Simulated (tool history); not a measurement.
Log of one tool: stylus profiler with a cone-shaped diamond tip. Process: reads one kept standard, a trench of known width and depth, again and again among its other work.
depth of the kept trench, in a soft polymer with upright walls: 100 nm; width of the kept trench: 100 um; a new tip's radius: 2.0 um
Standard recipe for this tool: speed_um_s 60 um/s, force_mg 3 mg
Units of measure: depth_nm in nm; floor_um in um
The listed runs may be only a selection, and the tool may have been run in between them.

Run 1, hour 0: usual settings. Result: depth_nm 100.92 nm, floor_um 98.32 um.
Run 2, hour 67.8: usual settings but speed_um_s 174 um/s. Result: depth_nm 100.88 nm, floor_um 97.65 um.
Run 3, hour 129.3: usual settings but speed_um_s 174 um/s, force_mg 1.09 mg. Result: depth_nm 100.22 nm, floor_um 96.98 um.
Run 4, hour 188.9: usual settings. Result: depth_nm 100.9 nm, floor_um 98.34 um.
Run 5, hour 245.4: usual settings. Result: depth_nm 100.89 nm, floor_um 98.32 um.
Run 6, hour 357.2: usual settings. Result: depth_nm 100.86 nm, floor_um 98.33 um.
Run 7, hour 473.5: usual settings. Result: depth_nm 100.87 nm, floor_um 98.29 um.
At hour 510.2: height scale calibrated on a step standard.
Run 8, hour 584.4: usual settings. Result: depth_nm 100.72 nm, floor_um 98.27 um.
Run 9, hour 669.6: usual settings. Result: depth_nm 100.7 nm, floor_um 98.27 um.
Run 10, hour 730.8: usual settings. Result: depth_nm 100.68 nm, floor_um 98.3 um.
Run 11, hour 817.3: usual settings but force_mg 5 mg. Result: depth_nm 101.2 nm, floor_um 98.39 um.
Run 12, hour 919.1: usual settings but speed_um_s 79 um/s, force_mg 5 mg. Result: depth_nm 101.19 nm, floor_um 98.26 um.
Run 13, hour 999.4: usual settings but speed_um_s 79 um/s, force_mg 2.71 mg. Result: depth_nm 100.53 nm, floor_um 98.16 um.
At hour 1011.7: height scale calibrated on a step standard, once more.
Run 14, hour 1099.7: usual settings but speed_um_s 79 um/s, force_mg 2.71 mg. Result: depth_nm 101.15 nm, floor_um 98.12 um.
Run 15, hour 1177.2: usual settings but speed_um_s 79 um/s, force_mg 2.71 mg. Result: depth_nm 101.19 nm, floor_um 98.13 um.
Run 16, hour 1254.3: usual settings but speed_um_s 79 um/s, force_mg 6.21 mg. Result: depth_nm 102.03 nm, floor_um 98.34 um.
Run 17, hour 1331.6: usual settings but speed_um_s 79 um/s, force_mg 6.21 mg. Result: depth_nm 102.06 nm, floor_um 98.32 um.
Run 18, hour 1405.1: usual settings but speed_um_s 53 um/s. Result: depth_nm 101.19 nm, floor_um 98.29 um.
Run 19, hour 1512.4: usual settings but speed_um_s 53 um/s. Result: depth_nm 101.19 nm, floor_um 98.34 um.
Run 20, hour 1569.3: usual settings but speed_um_s 53 um/s. Result: depth_nm 101.15 nm, floor_um 98.3 um.
Run 21, hour 1678.5: usual settings but speed_um_s 53 um/s. Result: depth_nm 101.11 nm, floor_um 98.3 um.
Run 22, hour 1777.8: usual settings but speed_um_s 20 um/s, force_mg 1.07 mg. Result: depth_nm 100.47 nm, floor_um 98.35 um.
Run 23, hour 1865: usual settings but speed_um_s 109 um/s, force_mg 1.68 mg. Result: depth_nm 100.74 nm, floor_um 97.74 um.
Run 24, hour 1968.7: usual settings but speed_um_s 109 um/s, force_mg 1.68 mg. Result: depth_nm 100.72 nm, floor_um 97.76 um.
Run 25, hour 2049.3: usual settings but speed_um_s 18 um/s, force_mg 1.3 mg. Result: depth_nm 100.5 nm, floor_um 98.41 um.
Run 26, hour 2119.4: usual settings but speed_um_s 18 um/s, force_mg 1.3 mg. Result: depth_nm 100.55 nm, floor_um 98.43 um.
Run 27, hour 2231.6: usual settings but speed_um_s 187 um/s. Result: depth_nm 101.04 nm, floor_um 97.49 um.
Run 28, hour 2308.2: usual settings but speed_um_s 25 um/s, force_mg 1.77 mg. Result: depth_nm 100.64 nm, floor_um 98.4 um.
Run 29, hour 2362.8: usual settings but speed_um_s 21 um/s, force_mg 1.84 mg. Result: depth_nm 100.65 nm, floor_um 98.42 um.
Run 30, hour 2440.4: usual settings but speed_um_s 21 um/s, force_mg 1.84 mg. Result: depth_nm 100.66 nm, floor_um 98.44 um.
Run 31, hour 2532.4: usual settings but speed_um_s 92 um/s, force_mg 2.74 mg. Result: depth_nm 100.89 nm, floor_um 97.99 um.
Run 32, hour 2632.1: usual settings but speed_um_s 147 um/s. Result: depth_nm 100.98 nm, floor_um 97.73 um.
Run 33, hour 2717.9: usual settings but speed_um_s 86 um/s, force_mg 1.49 mg. Result: depth_nm 100.56 nm, floor_um 97.86 um.
Run 34, hour 2838.7: usual settings but speed_um_s 190 um/s, force_mg 1.28 mg. Result: depth_nm 100.43 nm, floor_um 96.85 um.
Run 35, hour 2950.3: usual settings but speed_um_s 207 um/s, force_mg 5.64 mg. Result: depth_nm 101.63 nm, floor_um 97.67 um.
Run 36, hour 3015.2: usual settings but speed_um_s 207 um/s, force_mg 5.64 mg. Result: depth_nm 101.59 nm, floor_um 97.68 um.
Run 37, hour 3115.5: usual settings but speed_um_s 207 um/s, force_mg 5.64 mg. Result: depth_nm 101.57 nm, floor_um 97.7 um.
Run 38, hour 3233.3: usual settings but speed_um_s 109 um/s, force_mg 1.77 mg. Result: depth_nm 100.51 nm, floor_um 97.74 um.

Pick out some run-to-run changes in depth_nm. Of each, how much would a tool without hidden state show as well, from the settings, what came in and chance, and how much is left for the hidden state and any gauge scatter not in both results compared?
Hidden state at play: radius of the tip, um; height scale over the true one, %; drift of the gauge itself on depth_nm, %; drift of the gauge itself on floor_um, %.
Run 7 -> 8: height scale calibrated on a step standard. depth_nm -0.15 nm: hidden state -0.15, all else +0.
Run 13 -> 14: height scale calibrated on a step standard, once more. depth_nm +0.62 nm: hidden state +0.61, all else +0.01.
Run 17 -> 18: speed_um_s 79 -> 53, force_mg 6.21 -> 3. depth_nm -0.87 nm: hidden state -0.01, all else -0.86.
Run 34 -> 35: speed_um_s 190 -> 207, force_mg 1.28 -> 5.64. depth_nm +1.2 nm: hidden state -0.02, all else +1.22.
Run 36 -> 37: no setting changed, nothing entered. depth_nm -0.02 nm: hidden state -0.03, all else +0.01.
Run 37 -> 38: speed_um_s 207 -> 109, force_mg 5.64 -> 1.77. depth_nm -1.06 nm: hidden state -0.01, all else -1.05.
